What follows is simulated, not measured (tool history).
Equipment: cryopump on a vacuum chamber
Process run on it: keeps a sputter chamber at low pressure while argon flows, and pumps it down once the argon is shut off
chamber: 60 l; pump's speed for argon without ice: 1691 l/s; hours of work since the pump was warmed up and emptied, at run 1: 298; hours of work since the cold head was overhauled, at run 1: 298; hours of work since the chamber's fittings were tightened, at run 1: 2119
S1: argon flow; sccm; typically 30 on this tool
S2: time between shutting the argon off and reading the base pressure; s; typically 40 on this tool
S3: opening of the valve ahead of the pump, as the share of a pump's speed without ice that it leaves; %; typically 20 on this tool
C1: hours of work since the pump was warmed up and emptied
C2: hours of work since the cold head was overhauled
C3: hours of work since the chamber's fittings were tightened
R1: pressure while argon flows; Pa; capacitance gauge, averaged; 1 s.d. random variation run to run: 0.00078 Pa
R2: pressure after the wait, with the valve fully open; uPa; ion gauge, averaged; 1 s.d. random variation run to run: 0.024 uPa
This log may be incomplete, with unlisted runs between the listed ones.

run	hour	S1	S2	S3	C1	C2	C3	R1	R2
1	0	30	40	20	298	298	2119	0.1532	1.7
2	45.9	30	142	20	324	324	2144	0.1536	1.23
3	78.2	30	130	20	342	342	2162	0.1535	1.28
4	108.8	30	130	20	359	359	2180	0.1553	1.29
5	155.1	30	130	20	384	384	2205	0.1546	1.28
6	190	30	130	20	404	404	2225	0.1536	1.3
7	238.8	30	130	20	431	431	2252	0.1537	1.34
8	268.6	30	130	20	448	448	2269	0.1546	1.38
9	306.6	32	40	20	469	469	2290	0.1661	1.87
10	329.5	30	145	20	482	482	2303	0.1572	1.33
11	386	30	145	20	513	513	2334	0.1564	1.35
12	432.3	30	145	20	539	539	2360	0.1558	1.4
13	465.9	38	176	16	558	558	2379	0.2444	1.44
14	513	56	139	49	584	584	2405	0.1255	1.55
15	567.2	30	139	47	614	614	2435	0.0704	1.5
16	611.7	14	99	34	639	639	2460	0.0438	1.63
17	651	30	40	16	661	661	2482	0.1948	1.96
# hour 711.3: pump warmed up, emptied and cooled again
18	712.2	18	40	20	0	692	2513	0.0898	1.77
19	753.6	16	32	20	24	715	2536	0.0804	2.01
20	778	14	203	34	37	729	2550	0.0411	1.24
21	811.1	25	23	16	56	748	2568	0.1572	2.24
22	842	28	44	26	73	765	2586	0.1095	1.77
23	882.4	13	184	55	95	787	2608	0.0238	1.3
24	910.6	44	42	55	111	803	2624	0.0817	1.81

Forecast each of these 5 alternatives for the next run:
A	967.1	58	42	55	143	835	2655	?	?
B	967.1	19	42	55	143	835	2655	?	?
C	967.1	44	26	23	143	835	2655	?	?
D	967.1	30	70	20	143	835	2655	?	?
E	967.1	21	27	54	143	835	2655	?	?

run	R1	R2
A	0.108	1.86
B	0.0349	1.84
C	0.1952	2.22
D	0.1503	1.61
E	0.0396	2.28
The same runs, with their run-to-run variation unchanged, on a tool lacking any hidden condition would have given:
run	R1	R2
A	0.1049	0.83
B	0.0338	0.83
C	0.1929	1.21
D	0.1487	0.6
E	0.0385	1.25

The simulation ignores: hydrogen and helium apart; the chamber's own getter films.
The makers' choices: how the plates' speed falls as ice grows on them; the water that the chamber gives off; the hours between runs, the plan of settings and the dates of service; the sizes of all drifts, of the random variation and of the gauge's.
